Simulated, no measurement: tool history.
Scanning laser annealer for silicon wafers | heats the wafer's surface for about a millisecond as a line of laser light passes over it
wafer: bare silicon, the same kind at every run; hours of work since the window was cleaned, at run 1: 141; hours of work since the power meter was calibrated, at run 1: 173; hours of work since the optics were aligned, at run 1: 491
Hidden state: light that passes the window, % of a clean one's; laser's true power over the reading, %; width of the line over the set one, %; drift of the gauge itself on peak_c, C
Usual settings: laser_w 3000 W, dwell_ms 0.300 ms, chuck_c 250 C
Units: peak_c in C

| run | hour | laser_w | dwell_ms | chuck_c | hours of work since the window was cleaned | hours of work since the power meter was calibrated | hours of work since the optics were aligned | peak_c |
|---|---|---|---|---|---|---|---|---|
| 1 | 0.0 | 3000 | 0.300 | 250 | 141 | 173 | 491 | 1071 |
| 2 | 9.1 | 3000 | 0.300 | 250 | 147 | 179 | 497 | 1072 |
| 3 | 18.0 | 3000 | 0.300 | 235 | 153 | 186 | 503 | 1056 |
| 4 | 31.4 | 3000 | 0.300 | 235 | 163 | 195 | 513 | 1053 |
| 5 | 43.6 | 3000 | 0.300 | 235 | 171 | 203 | 521 | 1053 |
| 6 | 54.4 | 3000 | 0.300 | 246 | 179 | 211 | 529 | 1065 |
| 7 | 60.2 | 3000 | 0.300 | 250 | 183 | 215 | 533 | 1064 |
| 8 | 68.7 | 3000 | 0.300 | 250 | 189 | 221 | 539 | 1065 |
| 9 | 82.5 | 3000 | 0.300 | 250 | 198 | 230 | 548 | 1065 |
| 10 | 96.5 | 3000 | 0.364 | 250 | 208 | 240 | 558 | 1145 |
| 11 | 104.4 | 2828 | 0.219 | 248 | 213 | 246 | 563 | 913 |
| 12 | 115.6 | 2828 | 0.219 | 212 | 221 | 254 | 571 | 875 |
| 13 | 124.2 | 2828 | 0.219 | 212 | 227 | 260 | 577 | 875 |
| 14 | 130.9 | 3201 | 0.219 | 239 | 232 | 264 | 582 | 986 |
| 15 | 142.6 | 3020 | 0.212 | 254 | 240 | 272 | 590 | 944 |
| 16 | 149.9 | 3020 | 0.212 | 254 | 245 | 278 | 595 | 947 |
| 17 | 162.0 | 3143 | 0.250 | 279 | 254 | 286 | 604 | 1055 |
| 18 | 170.3 | 3000 | 0.300 | 235 | 259 | 292 | 609 | 1043 |
| 19 | 178.7 | 3000 | 0.313 | 212 | 265 | 298 | 615 | 1039 |
| 20 | 188.7 | 3000 | 0.300 | 282 | 272 | 305 | 622 | 1088 |

Hidden state or all else? Some run-to-run changes of peak_c, split into what the settings, what came in and random variation would give without the hidden state, and what is left for the hidden state (with any gauge scatter that isn't in both results):
Run 10 -> 11: laser_w 3000 -> 2828, dwell_ms 0.364 -> 0.219, chuck_c 250 -> 248. peak_c -232 C: hidden state +6, all else -238.
Run 13 -> 14: laser_w 2828 -> 3201, chuck_c 212 -> 239. peak_c +111 C: hidden state -3, all else +114.
Run 16 -> 17: laser_w 3020 -> 3143, dwell_ms 0.212 -> 0.250, chuck_c 254 -> 279. peak_c +108 C: hidden state -4, all else +112.
